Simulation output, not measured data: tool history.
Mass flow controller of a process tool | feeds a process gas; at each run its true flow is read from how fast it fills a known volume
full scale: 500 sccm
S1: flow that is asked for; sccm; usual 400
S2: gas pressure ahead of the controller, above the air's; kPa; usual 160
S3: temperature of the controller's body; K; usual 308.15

{"run": 1, "hour": 0.0, "S1": 400, "S2": 160, "S3": 308.15, "true flow (%)": 98.75}
{"run": 2, "hour": 117.3, "S1": 400, "S2": 160, "S3": 308.15, "true flow (%)": 98.66}
{"run": 3, "hour": 240.1, "S1": 400, "S2": 160, "S3": 308.15, "true flow (%)": 98.69}
{"run": 4, "hour": 345.6, "S1": 235, "S2": 160, "S3": 308.15, "true flow (%)": 97.94}
{"run": 5, "hour": 413.4, "S1": 235, "S2": 160, "S3": 308.15, "true flow (%)": 97.96}
{"run": 6, "hour": 513.2, "S1": 235, "S2": 160, "S3": 308.15, "true flow (%)": 97.8}
{"run": 7, "hour": 615.0, "S1": 235, "S2": 160, "S3": 308.15, "true flow (%)": 97.67}
{"run": 8, "hour": 724.7, "S1": 82, "S2": 160, "S3": 308.15, "true flow (%)": 96.24}
{"run": 9, "hour": 813.2, "S1": 82, "S2": 160, "S3": 308.15, "true flow (%)": 96.0}
{"run": 10, "hour": 927.8, "S1": 400, "S2": 152, "S3": 308.15, "true flow (%)": 98.31}
{"run": 11, "hour": 986.4, "S1": 400, "S2": 160, "S3": 303.15, "true flow (%)": 98.79}
{"run": 12, "hour": 1046.4, "S1": 72, "S2": 148, "S3": 308.15, "true flow (%)": 95.6}
{"run": 13, "hour": 1181.4, "S1": 75, "S2": 251, "S3": 300.15, "true flow (%)": 95.86}
{"run": 14, "hour": 1303.0, "S1": 222, "S2": 251, "S3": 295.15, "true flow (%)": 98.07}
{"run": 15, "hour": 1361.5, "S1": 50, "S2": 160, "S3": 298.15, "true flow (%)": 94.82}
{"run": 16, "hour": 1465.1, "S1": 50, "S2": 160, "S3": 298.15, "true flow (%)": 94.76}
{"run": 17, "hour": 1589.5, "S1": 126, "S2": 180, "S3": 295.15, "true flow (%)": 97.05}
{"run": 18, "hour": 1694.7, "S1": 126, "S2": 180, "S3": 295.15, "true flow (%)": 96.89}
{"run": 19, "hour": 1798.2, "S1": 400, "S2": 160, "S3": 304.15, "true flow (%)": 98.3}
{"run": 20, "hour": 1859.3, "S1": 279, "S2": 174, "S3": 307.15, "true flow (%)": 97.18}
{"run": 21, "hour": 1918.7, "S1": 279, "S2": 174, "S3": 307.15, "true flow (%)": 97.23}
{"run": 22, "hour": 2035.0, "S1": 167, "S2": 274, "S3": 300.15, "true flow (%)": 96.63}

Hidden state or all else? Some run-to-run changes of true flow (%), split into what the settings, what came in and random variation would give without the hidden state, and what is left for the hidden state (with any gauge scatter that isn't in both results):
The hidden state here: flow at rest that the sensor doesn't see, % of full scale; true flow over the shown one, %; drift of the gauge itself on true_pct, %.
Run 11 -> 12: S1 400 -> 72, S2 160 -> 148, S3 303.15 -> 308.15. true flow (%) -3.19: hidden state -1.51, all else -1.68.
Run 14 -> 15: S1 222 -> 50, S2 251 -> 160, S3 295.15 -> 298.15. true flow (%) -3.25: hidden state -2.43, all else -0.82.
Run 16 -> 17: S1 50 -> 126, S2 160 -> 180, S3 298.15 -> 295.15. true flow (%) +2.29: hidden state +1.85, all else +0.44.
